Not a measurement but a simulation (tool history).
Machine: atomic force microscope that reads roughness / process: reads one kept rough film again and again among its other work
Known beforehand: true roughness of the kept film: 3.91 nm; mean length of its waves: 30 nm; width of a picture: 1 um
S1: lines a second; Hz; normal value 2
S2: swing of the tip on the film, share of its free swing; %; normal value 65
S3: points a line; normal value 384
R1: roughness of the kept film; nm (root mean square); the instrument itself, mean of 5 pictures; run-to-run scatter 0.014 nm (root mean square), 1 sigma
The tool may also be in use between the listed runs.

Run 1, hour 0: usual settings. Result: R1 3.31 nm (root mean square).
Run 2, hour 29.1: usual settings. Result: R1 3.305 nm (root mean square).
Run 3, hour 58: usual settings. Result: R1 3.294 nm (root mean square).
Run 4, hour 77.5: usual settings. Result: R1 3.319 nm (root mean square).
Run 5, hour 96.7: usual settings. Result: R1 3.324 nm (root mean square).
Run 6, hour 115: usual settings but S1 1.22 Hz. Result: R1 3.36 nm (root mean square).
Run 7, hour 127.5: usual settings. Result: R1 3.29 nm (root mean square).
Run 8, hour 147.4: usual settings. Result: R1 3.288 nm (root mean square).
Run 9, hour 162.6: usual settings but S2 67 %. Result: R1 3.255 nm (root mean square).
At hour 186.4: new tip fitted.
Run 10, hour 193.2: usual settings but S2 67 %. Result: R1 3.267 nm (root mean square).
Run 11, hour 206.9: usual settings but S2 59 %. Result: R1 3.332 nm (root mean square).
Run 12, hour 231.8: usual settings but S2 59 %. Result: R1 3.358 nm (root mean square).
Run 13, hour 246.3: usual settings but S2 59 %. Result: R1 3.352 nm (root mean square).
Run 14, hour 263.9: usual settings but S2 59 %. Result: R1 3.37 nm (root mean square).
Run 15, hour 277.8: usual settings but S2 76 %. Result: R1 3.18 nm (root mean square).
Run 16, hour 307.3: usual settings but S2 76 %. Result: R1 3.158 nm (root mean square).
Run 17, hour 327.7: usual settings but S2 76 %. Result: R1 3.167 nm (root mean square).
Run 18, hour 356.1: usual settings. Result: R1 3.275 nm (root mean square).
Run 19, hour 381.5: usual settings. Result: R1 3.282 nm (root mean square).
Run 20, hour 404.8: usual settings but S3 599. Result: R1 3.332 nm (root mean square).
Run 21, hour 425.4: usual settings but S3 599. Result: R1 3.303 nm (root mean square).
At hour 427.7: new tip fitted.
Run 22, hour 438.7: usual settings but S3 599. Result: R1 3.308 nm (root mean square).
Run 23, hour 469.4: usual settings but S3 599. Result: R1 3.307 nm (root mean square).
Run 24, hour 487.5: usual settings but S2 70 %, S3 599. Result: R1 3.262 nm (root mean square).
Run 25, hour 516.9: usual settings. Result: R1 3.311 nm (root mean square).
Run 26, hour 529.5: usual settings but S1 0.81 Hz. Result: R1 3.395 nm (root mean square).
Run 27, hour 558.6: usual settings but S1 0.81 Hz. Result: R1 3.39 nm (root mean square).
Run 28, hour 578.3: usual settings but S2 87 %. Result: R1 2.982 nm (root mean square).
Run 29, hour 598.2: usual settings but S2 87 %. Result: R1 2.998 nm (root mean square).
Run 30, hour 628.4: usual settings but S2 68 %, S3 272. Result: R1 3.241 nm (root mean square).
Run 31, hour 645.2: usual settings but S2 89 %, S3 659. Result: R1 2.965 nm (root mean square).
At hour 667.7: new tip fitted.
Run 32, hour 667.7: usual settings but S2 88 %, S3 821. Result: R1 3.01 nm (root mean square).
Run 33, hour 686.9: usual settings but S1 2.29 Hz, S2 68 %, S3 303. Result: R1 3.234 nm (root mean square).
Run 34, hour 708.5: usual settings but S1 3.41 Hz, S3 505. Result: R1 3.205 nm (root mean square).
Run 35, hour 739.6: usual settings but S1 2.02 Hz, S2 81 %, S3 317. Result: R1 3.068 nm (root mean square).
Run 36, hour 768.4: usual settings but S1 3.95 Hz, S3 510. Result: R1 3.167 nm (root mean square).
Run 37, hour 782.2: usual settings but S1 1.69 Hz, S3 510. Result: R1 3.351 nm (root mean square).
Run 38, hour 796.6: usual settings but S1 0.58 Hz, S2 86 %. Result: R1 3.3 nm (root mean square).
Run 39, hour 814.8: usual settings but S1 0.53 Hz, S2 75 %, S3 313. Result: R1 3.352 nm (root mean square).
Run 40, hour 842.5: usual settings but S1 0.53 Hz, S2 75 %, S3 313. Result: R1 3.359 nm (root mean square).
Run 41, hour 866.4: usual settings but S1 3.61 Hz, S2 83 %, S3 364. Result: R1 2.806 nm (root mean square).
Run 42, hour 888.7: usual settings but S1 3.39 Hz, S2 87 %, S3 269. Result: R1 2.732 nm (root mean square).
At hour 909.4: new tip fitted.
Run 43, hour 910.1: usual settings but S1 1.82 Hz, S3 316. Result: R1 3.311 nm (root mean square).
Run 44, hour 930.4: usual settings but S1 1.82 Hz, S3 316. Result: R1 3.295 nm (root mean square).
Run 45, hour 943.9: usual settings but S1 1.82 Hz, S3 316. Result: R1 3.314 nm (root mean square).
Run 46, hour 969.8: usual settings but S1 1.82 Hz, S2 58 %, S3 277. Result: R1 3.339 nm (root mean square).
Run 47, hour 1000: usual settings but S1 1 Hz, S2 58 %, S3 522. Result: R1 3.428 nm (root mean square).
Run 48, hour 1019.1: usual settings but S1 1 Hz, S2 64 %, S3 852. Result: R1 3.397 nm (root mean square).
Run 49, hour 1040.5: usual settings but S1 1 Hz, S2 64 %, S3 852. Result: R1 3.402 nm (root mean square).
Run 50, hour 1067.6: usual settings but S1 1.21 Hz, S2 76 %, S3 417. Result: R1 3.293 nm (root mean square).
Run 51, hour 1097.2: usual settings but S1 1.21 Hz, S2 76 %, S3 417. Result: R1 3.272 nm (root mean square).
Run 52, hour 1120.7: usual settings but S1 1.75 Hz, S2 66 %, S3 837. Result: R1 3.35 nm (root mean square).

Alternative continuations, all from the tool just after run 52; predict every row:
Run A, hour 1142.8: usual settings but S1 0.87 Hz, S2 74 %, S3 990. Result: R1 ?.
Run B, hour 1142.8: usual settings but S1 3.48 Hz, S2 79 %, S3 593. Result: R1 ?.
Run C, hour 1142.8: usual settings but S1 1.3 Hz, S2 56 %, S3 490. Result: R1 ?.

run     R1
  A  3.333
  B  2.934
  C  3.409
With no hidden state in the tool, these same runs would have given:
run     R1
  A  3.342
  B  2.942
  C  3.418
